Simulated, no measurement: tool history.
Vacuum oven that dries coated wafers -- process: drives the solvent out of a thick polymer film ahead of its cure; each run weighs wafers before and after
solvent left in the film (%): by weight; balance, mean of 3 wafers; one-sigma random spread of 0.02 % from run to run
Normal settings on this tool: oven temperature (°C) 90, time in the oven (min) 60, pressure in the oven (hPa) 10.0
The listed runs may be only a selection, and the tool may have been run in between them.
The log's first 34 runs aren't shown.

run 35 hour=357.3 | oven_temperature_(°C)=100 time_in_the_oven_(min)=62 pressure_in_the_oven_(hPa)=15.5 | solvent_left_in_the_film_(%)=0.38
run 36 hour=365.9 | oven_temperature_(°C)=93 time_in_the_oven_(min)=60 pressure_in_the_oven_(hPa)=10.0 | solvent_left_in_the_film_(%)=0.69
run 37 hour=372.3 | oven_temperature_(°C)=93 time_in_the_oven_(min)=60 pressure_in_the_oven_(hPa)=10.0 | solvent_left_in_the_film_(%)=0.69
run 38 hour=382.3 | oven_temperature_(°C)=94 time_in_the_oven_(min)=63 pressure_in_the_oven_(hPa)=14.5 | solvent_left_in_the_film_(%)=0.67
run 39 hour=391.5 | oven_temperature_(°C)=94 time_in_the_oven_(min)=79 pressure_in_the_oven_(hPa)=6.4 | solvent_left_in_the_film_(%)=0.33
run 40 hour=398.7 | oven_temperature_(°C)=94 time_in_the_oven_(min)=63 pressure_in_the_oven_(hPa)=26.4 | solvent_left_in_the_film_(%)=0.83
run 41 hour=407.8 | oven_temperature_(°C)=104 time_in_the_oven_(min)=32 pressure_in_the_oven_(hPa)=25.3 | solvent_left_in_the_film_(%)=1.28
run 42 hour=414.2 | oven_temperature_(°C)=78 time_in_the_oven_(min)=49 pressure_in_the_oven_(hPa)=15.2 | solvent_left_in_the_film_(%)=3.45
run 43 hour=424.5 | oven_temperature_(°C)=96 time_in_the_oven_(min)=60 pressure_in_the_oven_(hPa)=19.3 | solvent_left_in_the_film_(%)=0.64

For run 44, what comes out?
run 44 hour=431.7 | oven_temperature_(°C)=96 time_in_the_oven_(min)=60 pressure_in_the_oven_(hPa)=19.3 | solvent_left_in_the_film_(%)=?

{"run 44": {"solvent left in the film (%)": 0.65}}
The same run, on a tool lacking any hidden state, would have yielded solvent left in the film (%) 0.67.
